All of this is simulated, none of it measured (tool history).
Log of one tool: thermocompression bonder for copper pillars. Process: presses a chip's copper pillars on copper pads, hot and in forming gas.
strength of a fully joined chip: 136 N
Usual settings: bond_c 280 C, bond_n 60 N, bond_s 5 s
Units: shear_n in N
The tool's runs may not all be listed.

{"run": 1, "hour": 0.0, "bond_c": 280, "bond_n": 60, "bond_s": 5, "shear_n": 91.0}
{"run": 2, "hour": 65.8, "bond_c": 280, "bond_n": 60, "bond_s": 8, "shear_n": 100.5}
{"hour": 107.9, "done": "heater calibrated with a thermocouple chip"}
{"run": 3, "hour": 140.0, "bond_c": 280, "bond_n": 60, "bond_s": 8, "shear_n": 93.8}
{"run": 4, "hour": 179.3, "bond_c": 280, "bond_n": 60, "bond_s": 8, "shear_n": 93.6}
{"run": 5, "hour": 220.2, "bond_c": 280, "bond_n": 60, "bond_s": 5, "shear_n": 80.6}
{"hour": 247.4, "done": "forming gas filter changed"}
{"hour": 261.1, "done": "force cell calibrated"}
{"run": 6, "hour": 277.2, "bond_c": 280, "bond_n": 60, "bond_s": 5, "shear_n": 86.6}
{"run": 7, "hour": 359.8, "bond_c": 280, "bond_n": 60, "bond_s": 5, "shear_n": 87.4}
{"run": 8, "hour": 426.8, "bond_c": 280, "bond_n": 60, "bond_s": 5, "shear_n": 87.2}
{"run": 9, "hour": 496.6, "bond_c": 280, "bond_n": 60, "bond_s": 5, "shear_n": 86.3}
{"run": 10, "hour": 568.0, "bond_c": 280, "bond_n": 60, "bond_s": 5, "shear_n": 85.4}
{"run": 11, "hour": 650.2, "bond_c": 280, "bond_n": 60, "bond_s": 5, "shear_n": 84.0}
{"run": 12, "hour": 731.8, "bond_c": 280, "bond_n": 60, "bond_s": 5, "shear_n": 84.3}
{"hour": 745.7, "done": "forming gas filter changed"}
{"run": 13, "hour": 794.1, "bond_c": 280, "bond_n": 60, "bond_s": 5, "shear_n": 89.6}
{"run": 14, "hour": 857.0, "bond_c": 280, "bond_n": 60, "bond_s": 5, "shear_n": 89.5}
{"run": 15, "hour": 907.7, "bond_c": 280, "bond_n": 60, "bond_s": 5, "shear_n": 88.0}
{"run": 16, "hour": 966.7, "bond_c": 280, "bond_n": 64, "bond_s": 5, "shear_n": 89.1}
{"run": 17, "hour": 1037.7, "bond_c": 280, "bond_n": 64, "bond_s": 5, "shear_n": 89.9}
{"run": 18, "hour": 1076.3, "bond_c": 280, "bond_n": 64, "bond_s": 5, "shear_n": 87.5}
{"run": 19, "hour": 1142.4, "bond_c": 280, "bond_n": 60, "bond_s": 5, "shear_n": 87.5}
{"run": 20, "hour": 1224.5, "bond_c": 280, "bond_n": 60, "bond_s": 5, "shear_n": 84.0}
{"hour": 1244.3, "done": "forming gas filter changed"}
{"run": 21, "hour": 1298.8, "bond_c": 303, "bond_n": 63, "bond_s": 5, "shear_n": 108.9}
{"run": 22, "hour": 1367.7, "bond_c": 299, "bond_n": 65, "bond_s": 3, "shear_n": 94.0}
{"run": 23, "hour": 1434.7, "bond_c": 269, "bond_n": 48, "bond_s": 5, "shear_n": 70.3}
{"run": 24, "hour": 1500.5, "bond_c": 284, "bond_n": 60, "bond_s": 5, "shear_n": 93.0}
{"run": 25, "hour": 1562.2, "bond_c": 255, "bond_n": 58, "bond_s": 3, "shear_n": 54.2}
{"run": 26, "hour": 1597.0, "bond_c": 255, "bond_n": 52, "bond_s": 6, "shear_n": 65.1}
{"run": 27, "hour": 1647.9, "bond_c": 290, "bond_n": 63, "bond_s": 4, "shear_n": 90.7}
{"run": 28, "hour": 1686.7, "bond_c": 280, "bond_n": 60, "bond_s": 8, "shear_n": 96.5}
{"run": 29, "hour": 1731.9, "bond_c": 280, "bond_n": 60, "bond_s": 8, "shear_n": 96.4}
{"hour": 1742.1, "done": "forming gas filter changed"}
{"run": 30, "hour": 1807.4, "bond_c": 287, "bond_n": 60, "bond_s": 6, "shear_n": 100.4}
{"run": 31, "hour": 1866.3, "bond_c": 251, "bond_n": 45, "bond_s": 5, "shear_n": 57.3}
{"run": 32, "hour": 1908.9, "bond_c": 256, "bond_n": 60, "bond_s": 14, "shear_n": 96.0}
{"run": 33, "hour": 1947.8, "bond_c": 256, "bond_n": 60, "bond_s": 14, "shear_n": 96.0}
{"run": 34, "hour": 2025.9, "bond_c": 297, "bond_n": 60, "bond_s": 14, "shear_n": 119.7}
{"run": 35, "hour": 2080.9, "bond_c": 280, "bond_n": 84, "bond_s": 4, "shear_n": 95.2}
{"run": 36, "hour": 2120.3, "bond_c": 284, "bond_n": 37, "bond_s": 12, "shear_n": 94.0}
{"run": 37, "hour": 2205.5, "bond_c": 280, "bond_n": 89, "bond_s": 3, "shear_n": 88.5}
{"hour": 2239.3, "done": "forming gas filter changed"}
{"run": 38, "hour": 2257.6, "bond_c": 285, "bond_n": 74, "bond_s": 5, "shear_n": 104.8}
{"run": 39, "hour": 2308.1, "bond_c": 285, "bond_n": 38, "bond_s": 14, "shear_n": 102.5}
{"run": 40, "hour": 2361.6, "bond_c": 254, "bond_n": 39, "bond_s": 4, "shear_n": 51.4}

Some steps in shear_n between neighbouring runs. How much of each would the tool show without its hidden state too (settings, what came in, random variation), and how much is left for the hidden state, with any gauge scatter that isn't in both results?
The hidden state here: true temperature of the bond over the reading, C; force that reaches the chip, % of what is set; oxide that the forming gas leaves, % of the face; drift of the gauge itself on shear_n, %.
Run 2 -> 3: heater calibrated with a thermocouple chip. shear_n -6.7 N: hidden state -9.1, all else +2.4.
Run 5 -> 6: forming gas filter changed, force cell calibrated. shear_n +6.0 N: hidden state +7.4, all else -1.4.
Run 24 -> 25: bond_c 284 -> 255, bond_n 60 -> 58, bond_s 5 -> 3. shear_n -38.8 N: hidden state +1.0, all else -39.8.
Run 29 -> 30: bond_c 280 -> 287, bond_s 8 -> 6, forming gas filter changed. shear_n +4.0 N: hidden state +6.9, all else -2.9.
Run 30 -> 31: bond_c 287 -> 251, bond_n 60 -> 45, bond_s 6 -> 5. shear_n -43.1 N: hidden state +0.2, all else -43.3.
Run 39 -> 40: bond_c 285 -> 254, bond_n 38 -> 39, bond_s 14 -> 4. shear_n -51.1 N: hidden state +0.2, all else -51.3.

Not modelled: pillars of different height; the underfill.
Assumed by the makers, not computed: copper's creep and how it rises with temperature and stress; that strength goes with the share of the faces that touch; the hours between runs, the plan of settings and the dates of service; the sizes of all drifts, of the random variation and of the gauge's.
